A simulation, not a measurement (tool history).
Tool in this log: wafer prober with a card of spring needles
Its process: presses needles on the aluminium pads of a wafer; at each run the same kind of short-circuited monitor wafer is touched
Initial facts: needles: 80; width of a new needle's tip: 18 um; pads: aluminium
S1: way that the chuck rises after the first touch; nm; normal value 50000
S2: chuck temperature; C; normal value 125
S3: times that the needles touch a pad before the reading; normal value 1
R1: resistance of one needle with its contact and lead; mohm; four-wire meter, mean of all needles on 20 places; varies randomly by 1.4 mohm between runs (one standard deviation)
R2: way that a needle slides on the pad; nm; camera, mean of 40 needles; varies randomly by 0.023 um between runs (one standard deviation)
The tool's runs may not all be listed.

run,day,S1,S2,S3,R1,R2
1,0,50000,125,1,182,11900
# day 0.558: tips cleaned on abrasive film
2,0.625,50000,125,1,143,11900
3,1.079,50000,125,1,181,11900
4,1.521,50000,125,1,195,11860
# day 1.717: tips cleaned on abrasive film
5,1.788,50000,125,1,142,11870
6,2.392,50000,125,1,186,11860
# day 2.892: tips cleaned on abrasive film
7,2.946,50000,125,1,141,11840
8,3.471,50000,125,1,182,11830
# day 4.029: tips cleaned on abrasive film
9,4.029,50000,125,1,134,11870
10,4.3,31000,125,1,228,7320
11,4.567,50000,125,1,181,11840
12,5.158,46000,125,1,219,10920
# day 5.188: tips cleaned on abrasive film
13,5.45,47000,125,1,161,11080
14,5.838,47000,125,1,197,11130
15,6.258,47000,125,1,210,11050
# day 6.354: tips cleaned on abrasive film
# day 6.558: height of the first contact set anew
16,6.825,50000,125,1,176,11940
17,7.346,50000,125,1,194,11940
# day 7.538: tips cleaned on abrasive film
18,7.742,50000,31,2,132,11920
19,8.042,50000,36,3,132,11930
20,8.342,37000,125,1,248,8830
# day 8.688: tips cleaned on abrasive film
21,8.908,45000,38,2,139,10780
22,9.275,39000,125,1,223,9290
# day 9.846: tips cleaned on abrasive film
23,9.888,39000,125,1,152,9290
24,10.325,50000,125,2,156,11900
25,10.775,50000,81,1,197,11860
# day 10.983: tips cleaned on abrasive film
26,11.267,50000,125,1,160,11890
27,11.721,37000,80,1,249,8730
28,12.012,37000,80,1,264,8740
# day 12.138: tips cleaned on abrasive film
29,12.4,37000,80,1,190,8770
30,12.658,32000,73,1,258,7570
31,13.167,59000,125,2,155,14050
# day 13.283: tips cleaned on abrasive film
32,13.425,45000,88,2,140,10650
33,13.921,63000,109,1,156,14960

5 options for the next run, each taken on its own from the tool as it stands now. Forecast them:
A,14.404,34000,38,1,?,?
B,14.404,59000,27,1,?,?
C,14.404,63000,26,1,?,?
D,14.404,64000,118,1,?,?
E,14.404,50000,125,1,?,?

run,R1,R2
A,299,8010
B,176,14000
C,165,14960
D,170,15160
E,203,11840
Take away the tool's hidden state, keep each run's random variation, and the runs would have read:
run,R1,R2
A,121,8110
B,110,14100
C,107,15070
D,120,15270
E,127,11940
